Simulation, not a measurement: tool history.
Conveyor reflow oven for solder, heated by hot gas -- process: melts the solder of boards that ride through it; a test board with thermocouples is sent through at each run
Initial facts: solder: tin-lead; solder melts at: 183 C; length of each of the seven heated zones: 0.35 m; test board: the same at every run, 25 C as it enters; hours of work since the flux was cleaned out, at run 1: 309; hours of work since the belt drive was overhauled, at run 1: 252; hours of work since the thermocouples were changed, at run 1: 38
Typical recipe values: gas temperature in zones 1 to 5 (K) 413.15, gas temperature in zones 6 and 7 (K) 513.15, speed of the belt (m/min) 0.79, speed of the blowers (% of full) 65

run	day	gas temperature in zones 1 to 5 (K)	gas temperature in zones 6 and 7 (K)	speed of the belt (m/min)	speed of the blowers (% of full)	hours of work since the flux was cleaned out	hours of work since the belt drive was overhauled	hours of work since the thermocouples were changed	highest temperature of the board (K)	time above the solder's melting point (s)
1	0	413.15	513.15	0.79	65	309	252	38	493.95	42.8
2	0.946	413.15	513.15	0.79	65	320	263	49	494.55	42.4
3	1.571	413.15	513.15	0.79	65	327	270	56	494.15	42.7
4	2.417	413.15	513.15	0.748	65	336	279	65	495.95	46.3
5	2.992	413.15	513.15	0.748	65	343	285	71	495.35	46.1
6	3.608	413.15	513.15	0.748	65	349	292	78	495.35	45.9
7	4.238	413.15	513.15	0.748	65	356	299	85	496.25	45.9
8	5.229	413.15	513.15	0.79	65	367	310	96	493.55	42.6
9	6.329	413.15	513.15	0.761	65	380	323	109	495.65	44.6
10	6.883	413.15	513.15	0.798	65	386	329	115	493.25	41.9
11	8.121	413.15	513.15	0.798	65	400	343	129	492.85	41.6
12	8.812	413.15	509.15	0.79	65	408	351	136	489.75	40.2
13	9.692	413.15	509.15	0.79	65	417	360	146	490.25	39.9
14	10.925	413.15	509.15	0.79	65	431	374	160	490.05	40.3
15	11.658	406.15	506.15	0.79	65	439	382	168	485.55	35.4
16	12.275	406.15	506.15	0.79	65	446	389	175	484.05	35.9
# day 12.704: flux residue cleaned out of gas plates and filters
17	13.383	406.15	506.15	0.79	65	8	399	185	489.85	38.7
18	14.008	425.15	518.15	0.782	53	15	406	192	498.15	48.5
19	15.112	425.15	518.15	0.782	53	27	419	204	500.45	48.3
20	15.904	422.15	513.15	0.79	78	36	427	213	501.45	48.7
21	16.783	422.15	507.15	0.855	78	46	437	223	493.75	42.1
22	17.462	399.15	517.15	0.855	85	53	445	231	500.35	39.7
23	18.529	413.15	513.15	0.686	65	65	457	243	500.95	52.9
24	19.333	413.15	513.15	0.686	65	74	466	252	499.95	52.8
25	19.875	413.15	523.15	0.686	82	80	472	258	513.95	58
26	20.492	402.15	527.15	0.743	80	87	479	265	514.05	50.9
27	21.742	413.15	513.15	0.638	65	101	493	279	501.65	57.9

Predict each of these 3 candidate next runs independently; none follows another, all start after run 27:
A	22.358	413.15	513.15	0.891	65	108	499	285	?	?
B	22.358	413.15	521.15	0.812	65	108	499	285	?	?
C	22.358	413.15	513.15	0.638	55	108	499	285	?	?

run	highest temperature of the board (K)	time above the solder's melting point (s)
A	491.25	36.7
B	501.75	44.6
C	499.05	56.3
With the hidden condition removed and each run's random variation left untouched, the same runs would have given:
run	highest temperature of the board (K)	time above the solder's melting point (s)
A	492.85	37
B	503.35	44.5
C	500.35	56.1
